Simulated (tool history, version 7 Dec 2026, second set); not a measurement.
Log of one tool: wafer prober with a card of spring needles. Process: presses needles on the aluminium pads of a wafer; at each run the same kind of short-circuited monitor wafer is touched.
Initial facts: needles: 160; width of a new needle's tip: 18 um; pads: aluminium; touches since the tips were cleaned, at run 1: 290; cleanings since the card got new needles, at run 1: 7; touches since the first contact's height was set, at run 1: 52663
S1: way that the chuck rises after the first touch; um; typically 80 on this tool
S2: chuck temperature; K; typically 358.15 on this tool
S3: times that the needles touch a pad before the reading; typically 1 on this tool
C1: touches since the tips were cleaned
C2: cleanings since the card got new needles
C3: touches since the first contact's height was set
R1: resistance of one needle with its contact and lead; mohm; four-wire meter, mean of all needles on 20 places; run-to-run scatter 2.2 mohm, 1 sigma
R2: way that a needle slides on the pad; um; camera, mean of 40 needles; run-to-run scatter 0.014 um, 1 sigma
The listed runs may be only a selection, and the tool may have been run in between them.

| run | hour | S1 | S2 | S3 | C1 | C2 | C3 | R1 | R2 |
|---|---|---|---|---|---|---|---|---|---|
| 1 | 0 | 80 | 358.15 | 1 | 290 | 7 | 52663 | 262 | 19.9 |
|  | 22 | tips cleaned on abrasive film |
|  | 44.6 | tips cleaned on abrasive film |
|  | 44.9 | height of the first contact set anew |
| 2 | 62.6 | 80 | 358.15 | 1 | 4908 | 9 | 4908 | 350 | 20.05 |
|  | 67.6 | tips cleaned on abrasive film |
|  | 94.2 | tips cleaned on abrasive film |
| 3 | 101.9 | 80 | 358.15 | 1 | 2144 | 11 | 15753 | 294 | 19.99 |
|  | 116.6 | tips cleaned on abrasive film |
|  | 141.1 | tips cleaned on abrasive film |
| 4 | 144.1 | 80 | 358.15 | 1 | 847 | 13 | 27405 | 272 | 19.95 |
|  | 165.3 | tips cleaned on abrasive film |
|  | 189.6 | tips cleaned on abrasive film |
| 5 | 193.9 | 80 | 358.15 | 1 | 1193 | 15 | 41145 | 277 | 19.92 |
|  | 214.1 | tips cleaned on abrasive film |
|  | 236.8 | tips cleaned on abrasive film |
| 6 | 236.8 | 80 | 364.15 | 1 | 0 | 17 | 52986 | 247 | 19.86 |
|  | 262.5 | tips cleaned on abrasive film |
|  | 280.9 | height of the first contact set anew |
|  | 286.5 | tips cleaned on abrasive film |
| 7 | 302.6 | 80 | 364.15 | 1 | 4461 | 19 | 5979 | 337 | 20 |
|  | 311.4 | tips cleaned on abrasive film |
|  | 335.1 | tips cleaned on abrasive film |
| 8 | 335.1 | 77 | 305.15 | 3 | 0 | 21 | 14933 | 229 | 19.23 |
|  | 361.6 | tips cleaned on abrasive film |
| 9 | 372.4 | 62 | 358.15 | 2 | 3009 | 22 | 25258 | 324 | 15.49 |
|  | 387 | tips cleaned on abrasive film |
|  | 410.4 | tips cleaned on abrasive film |
| 10 | 431.5 | 82 | 345.15 | 2 | 5869 | 24 | 41598 | 302 | 20.41 |
|  | 434.9 | tips cleaned on abrasive film |
|  | 458.8 | tips cleaned on abrasive film |
|  | 484.1 | tips cleaned on abrasive film |
| 11 | 484.1 | 70 | 358.15 | 1 | 0 | 27 | 56079 | 254 | 17.36 |
|  | 508.9 | tips cleaned on abrasive film |
|  | 518 | height of the first contact set anew |
| 12 | 518.9 | 80 | 358.15 | 2 | 2670 | 28 | 241 | 288 | 20.02 |
|  | 533.9 | tips cleaned on abrasive film |
|  | 557.9 | tips cleaned on abrasive film |
| 13 | 570.5 | 80 | 358.15 | 2 | 3473 | 30 | 14497 | 287 | 19.99 |
|  | 583 | tips cleaned on abrasive film |
|  | 605.4 | tips cleaned on abrasive film |
|  | 629.5 | tips cleaned on abrasive film |
| 14 | 631.4 | 80 | 327.15 | 1 | 535 | 33 | 31323 | 262 | 19.95 |

Hidden condition of the tool, last listed run before each entry between runs versus first listed run after:
Run 1 -> run 2: tips cleaned on abrasive film (hour 22); tips cleaned on abrasive film (hour 44.6); height of the first contact set anew (hour 44.9)
  debris on the tips, nm: 12.4 -> 65; way that the needles fall short of the set height, um: 0.61 -> 0; tips' diameter, um: 18.21 -> 18.27
  measured minus no-state result, R1: +22 -> +109 mohm; R2: -0.15 -> +0 um
Run 2 -> run 3: tips cleaned on abrasive film (hour 67.6); tips cleaned on abrasive film (hour 94.2)
  debris on the tips, nm: 65 -> 33.9; way that the needles fall short of the set height, um: 0 -> 0.16; tips' diameter, um: 18.27 -> 18.33
  measured minus no-state result, R1: +109 -> +56 mohm; R2: +0 -> -0.04 um
Run 3 -> run 4: tips cleaned on abrasive film (hour 116.6); tips cleaned on abrasive film (hour 141.1)
  debris on the tips, nm: 33.9 -> 18.5; way that the needles fall short of the set height, um: 0.16 -> 0.32; tips' diameter, um: 18.33 -> 18.38
  measured minus no-state result, R1: +56 -> +32 mohm; R2: -0.04 -> -0.08 um
Run 4 -> run 5: tips cleaned on abrasive film (hour 165.3); tips cleaned on abrasive film (hour 189.6)
  debris on the tips, nm: 18.5 -> 23.2; way that the needles fall short of the set height, um: 0.32 -> 0.49; tips' diameter, um: 18.38 -> 18.44
  measured minus no-state result, R1: +32 -> +39 mohm; R2: -0.08 -> -0.12 um
Run 5 -> run 6: tips cleaned on abrasive film (hour 214.1); tips cleaned on abrasive film (hour 236.8)
  debris on the tips, nm: 23.2 -> 3.9; way that the needles fall short of the set height, um: 0.49 -> 0.64; tips' diameter, um: 18.44 -> 18.5
  measured minus no-state result, R1: +39 -> +7 mohm; R2: -0.12 -> -0.17 um
Run 6 -> run 7: tips cleaned on abrasive film (hour 262.5); height of the first contact set anew (hour 280.9); tips cleaned on abrasive film (hour 286.5)
  debris on the tips, nm: 3.9 -> 57.8; way that the needles fall short of the set height, um: 0.64 -> 0.07; tips' diameter, um: 18.5 -> 18.54
  measured minus no-state result, R1: +7 -> +97 mohm; R2: -0.17 -> -0.02 um
Run 7 -> run 8: tips cleaned on abrasive film (hour 311.4); tips cleaned on abrasive film (hour 335.1)
  debris on the tips, nm: 57.8 -> 5.3; way that the needles fall short of the set height, um: 0.07 -> 0.23; tips' diameter, um: 18.54 -> 18.6
  measured minus no-state result, R1: +97 -> +4 mohm; R2: -0.02 -> -0.05 um
Run 8 -> run 9: tips cleaned on abrasive film (hour 361.6)
  debris on the tips, nm: 5.3 -> 48.5; way that the needles fall short of the set height, um: 0.23 -> 0.29; tips' diameter, um: 18.6 -> 18.62
  measured minus no-state result, R1: +4 -> +81 mohm; R2: -0.05 -> -0.07 um
Run 9 -> run 10: tips cleaned on abrasive film (hour 387); tips cleaned on abrasive film (hour 410.4)
  debris on the tips, nm: 48.5 -> 68.8; way that the needles fall short of the set height, um: 0.29 -> 0.44; tips' diameter, um: 18.62 -> 18.67
  measured minus no-state result, R1: +81 -> +70 mohm; R2: -0.07 -> -0.11 um
Run 10 -> run 11: tips cleaned on abrasive film (hour 434.9); tips cleaned on abrasive film (hour 458.8); tips cleaned on abrasive film (hour 484.1)
  debris on the tips, nm: 68.8 -> 3.6; way that the needles fall short of the set height, um: 0.44 -> 0.73; tips' diameter, um: 18.67 -> 18.77
  measured minus no-state result, R1: +70 -> +9 mohm; R2: -0.11 -> -0.18 um
Run 11 -> run 12: tips cleaned on abrasive film (hour 508.9); height of the first contact set anew (hour 518)
  debris on the tips, nm: 3.6 -> 47.3; way that the needles fall short of the set height, um: 0.73 -> 0; tips' diameter, um: 18.77 -> 18.81
  measured minus no-state result, R1: +9 -> +50 mohm; R2: -0.18 -> +0 um
Run 12 -> run 13: tips cleaned on abrasive film (hour 533.9); tips cleaned on abrasive film (hour 557.9)
  debris on the tips, nm: 47.3 -> 49.2; way that the needles fall short of the set height, um: 0 -> 0.14; tips' diameter, um: 18.81 -> 18.86
  measured minus no-state result, R1: +50 -> +52 mohm; R2: +0 -> -0.03 um
Run 13 -> run 14: tips cleaned on abrasive film (hour 583); tips cleaned on abrasive film (hour 605.4); tips cleaned on abrasive film (hour 629.5)
  debris on the tips, nm: 49.2 -> 14.4; way that the needles fall short of the set height, um: 0.14 -> 0.38; tips' diameter, um: 18.86 -> 18.94
  measured minus no-state result, R1: +52 -> +28 mohm; R2: -0.03 -> -0.1 um
